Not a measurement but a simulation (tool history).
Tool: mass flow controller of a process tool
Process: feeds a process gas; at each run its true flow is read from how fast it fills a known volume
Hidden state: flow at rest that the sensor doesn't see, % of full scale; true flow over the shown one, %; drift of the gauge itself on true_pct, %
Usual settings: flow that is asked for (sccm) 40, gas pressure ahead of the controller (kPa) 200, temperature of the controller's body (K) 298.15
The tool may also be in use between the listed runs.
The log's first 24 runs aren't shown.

| run | hour | flow that is asked for (sccm) | gas pressure ahead of the controller (kPa) | temperature of the controller's body (K) | hours of work since the controller was set to zero | hours of work since the controller was changed | true flow (%) |
|---|---|---|---|---|---|---|---|
| 25 | 8543.2 | 13 | 266 | 295.15 | 1538 | 1538 | 98.48 |
| 26 | 8874.2 | 13 | 153 | 309.15 | 1771 | 1771 | 98.34 |
| 27 | 9347.5 | 40 | 196 | 293.15 | 2105 | 2105 | 99.86 |
| 28 | 9660.2 | 6 | 276 | 297.15 | 2326 | 2326 | 96.75 |
| 29 | 9960.3 | 13 | 143 | 298.15 | 2538 | 2538 | 98.72 |
| 30 | 10179.5 | 13 | 143 | 298.15 | 2692 | 2692 | 98.81 |
| 31 | 10415.7 | 12 | 237 | 297.15 | 2859 | 2859 | 98.06 |
| 32 | 10791.0 | 10 | 237 | 307.15 | 3124 | 3124 | 97.20 |
| 33 | 11096.4 | 38 | 237 | 307.15 | 3339 | 3339 | 98.88 |
| 34 | 11294.3 | 10 | 200 | 301.15 | 3479 | 3479 | 97.63 |
| 35 | 11524.2 | 10 | 200 | 301.15 | 3641 | 3641 | 97.51 |
| 36 | 11933.1 | 40 | 144 | 304.15 | 3930 | 3930 | 99.75 |
| 37 | 12316.7 | 6 | 144 | 304.15 | 4200 | 4200 | 96.06 |
| 38 | 12618.9 | 6 | 144 | 304.15 | 4414 | 4414 | 95.83 |
| 39 | 13046.4 | 6 | 144 | 304.15 | 4715 | 4715 | 95.66 |
| 40 | 13294.5 | 40 | 200 | 300.15 | 4890 | 4890 | 99.54 |
| 41 | 13518.5 | 20 | 244 | 298.15 | 5048 | 5048 | 98.24 |
| 42 | 13799.5 | 13 | 200 | 313.15 | 5247 | 5247 | 96.94 |
| 43 | 14209.2 | 20 | 200 | 298.15 | 5536 | 5536 | 98.45 |
| 44 | 14434.0 | 10 | 180 | 293.15 | 5694 | 5694 | 97.32 |
| 45 | 14909.5 | 10 | 180 | 293.15 | 6030 | 6030 | 97.07 |
| 46 | 15343.1 | 10 | 223 | 302.15 | 6336 | 6336 | 96.27 |
| 47 | 15750.6 | 10 | 223 | 302.15 | 6623 | 6623 | 96.15 |

5 ways to go on from here, each from the tool as it stands after run 47. What would each give?
| A | 16041.6 | 39 | 200 | 303.15 | 6829 | 6829 | ? |
| B | 16041.6 | 6 | 150 | 300.15 | 6829 | 6829 | ? |
| C | 16041.6 | 41 | 239 | 295.15 | 6829 | 6829 | ? |
| D | 16041.6 | 40 | 275 | 307.15 | 6829 | 6829 | ? |
| E | 16041.6 | 10 | 150 | 302.15 | 6829 | 6829 | ? |

| run | true flow (%) |
|---|---|
| A | 99.27 |
| B | 94.31 |
| C | 99.53 |
| D | 98.61 |
| E | 96.60 |
Without the tool's hidden state the same runs would have given:
| run | true flow (%) |
|---|---|
| A | 99.53 |
| B | 99.38 |
| C | 99.74 |
| D | 98.85 |
| E | 99.40 |
